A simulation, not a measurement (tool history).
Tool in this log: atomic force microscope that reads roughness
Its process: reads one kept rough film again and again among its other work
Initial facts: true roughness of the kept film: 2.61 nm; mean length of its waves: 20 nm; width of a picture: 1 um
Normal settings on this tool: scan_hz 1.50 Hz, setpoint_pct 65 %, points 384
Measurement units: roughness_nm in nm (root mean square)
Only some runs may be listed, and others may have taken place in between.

run,day,scan_hz,setpoint_pct,points,roughness_nm
1,0.000,1.50,65,384,2.154
2,1.479,1.50,65,384,2.015
3,3.471,1.50,65,384,1.820
# day 4.100: new tip fitted
4,4.588,1.50,65,384,2.123
5,6.150,1.50,65,384,1.951
6,7.425,1.50,65,384,1.834
# day 8.217: new tip fitted
7,9.529,1.50,65,384,2.043
8,11.108,1.50,63,384,1.883
9,12.146,1.50,63,384,1.794
# day 12.358: new tip fitted
10,13.558,1.50,63,605,2.065
11,15.225,1.50,57,384,1.907
12,16.183,1.50,57,384,1.826
# day 16.529: new tip fitted
13,18.300,1.50,65,344,1.973
14,19.158,1.50,65,344,1.881
# day 20.662: new tip fitted
15,21.200,1.50,65,344,2.112
16,22.279,0.84,65,384,2.030
17,24.183,0.52,65,384,1.871
# day 24.771: new tip fitted
18,25.338,1.50,65,384,2.112
19,26.333,1.50,65,384,2.002
20,28.279,1.50,65,384,1.845
# day 28.967: new tip fitted
21,29.346,1.50,65,803,2.164
22,31.421,1.50,65,803,1.947
# day 33.033: new tip fitted
23,33.254,1.50,65,803,2.178
24,34.262,1.50,65,803,2.041
25,35.504,1.91,73,885,1.841
# day 37.171: new tip fitted
26,37.483,3.29,56,627,2.137
27,39.592,3.29,56,627,1.937
28,41.121,3.29,78,303,1.561
# day 41.279: new tip fitted
29,42.971,1.50,75,384,1.934
30,44.000,0.53,57,384,1.980
# day 44.167: height scale calibrated on a step standard
31,45.062,2.56,72,925,1.750
# day 45.446: new tip fitted
32,46.954,2.56,72,925,1.931
33,48.538,1.24,59,841,1.916
# day 49.488: height scale calibrated on a step standard, once more
34,49.488,0.85,74,841,1.813
# day 49.654: new tip fitted
35,50.929,0.85,82,396,2.002
36,52.008,0.66,63,384,1.983
# day 53.838: new tip fitted
37,54.058,0.66,63,901,2.244
38,55.212,1.50,57,417,2.059
39,56.592,1.50,57,451,1.911
# day 57.971: new tip fitted
40,58.233,1.50,57,451,2.173
41,59.367,2.17,85,631,1.810
42,60.850,2.17,85,436,1.673
# day 62.029: new tip fitted
43,62.604,2.41,85,436,1.842
44,64.142,2.41,85,436,1.697
45,65.454,2.41,85,436,1.597

Alternative continuations, all from the tool just after run 45; predict every row:
# day 66.175: new tip fitted
A,66.571,3.03,85,547,?
# day 66.175: new tip fitted
B,66.571,0.61,72,552,?
# day 66.175: new tip fitted
C,66.571,0.99,85,861,?
# day 66.175: new tip fitted
D,66.571,0.67,82,289,?

run,roughness_nm
A,1.788
B,2.167
C,2.066
D,2.087
The same runs, with their run-to-run variation unchanged, on a tool lacking any hidden condition would have given:
run,roughness_nm
A,1.845
B,2.236
C,2.131
D,2.153
